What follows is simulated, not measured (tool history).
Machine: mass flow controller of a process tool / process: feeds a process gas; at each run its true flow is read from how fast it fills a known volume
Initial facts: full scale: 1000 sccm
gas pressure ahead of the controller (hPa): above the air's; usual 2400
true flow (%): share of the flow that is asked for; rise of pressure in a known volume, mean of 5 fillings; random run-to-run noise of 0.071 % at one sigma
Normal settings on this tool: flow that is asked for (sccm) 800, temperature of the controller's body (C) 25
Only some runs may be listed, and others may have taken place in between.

run	hour	flow that is asked for (sccm)	gas pressure ahead of the controller (hPa)	temperature of the controller's body (C)	true flow (%)
1	0	800	2400	25	99.7
2	149.9	800	2400	25	99.65
3	348.8	800	2400	25	99.65
4	489.5	800	2400	25	99.62
5	686.2	800	2400	25	99.59
6	876.9	800	2400	25	99.42
7	1082.9	800	2400	25	99.73
8	1224.8	800	2400	25	99.58
9	1349.8	800	2400	25	99.65
10	1508.2	800	2400	25	99.63
11	1728.2	800	2400	25	99.63
12	1829.1	264	2400	25	97.76
13	2015.6	264	2400	26	97.61
14	2184.2	311	2400	26	97.75
15	2400.8	126	1650	26	96.68
16	2582.1	735	1590	36	98.08
17	2747	234	2400	33	97.12
18	2842.9	465	2400	34	97.89
19	2937.9	465	2400	34	97.87
20	3039.9	105	2350	25	97.21
21	3197.7	800	1540	35	98.28
# hour 3274.7: controller's zero set anew
22	3315.5	800	1540	35	98.42
23	3410.7	190	1850	22	97.26
24	3616.9	190	1850	22	97.36
25	3744.8	122	2290	23	97.33
26	3898.9	122	2290	23	97.31

What if the next run were any one of these 4? Each begins from the tool's condition after run 26:
A	4008.6	257	2400	24	?
B	4008.6	536	1500	22	?
C	4008.6	800	2400	36	?
D	4008.6	122	1510	23	?

run	true flow (%)
A	97.97
B	98.21
C	98.88
D	96.65
What these runs would have given with no unlogged condition in the tool:
run	true flow (%)
A	97.95
B	98.2
C	98.87
D	96.64
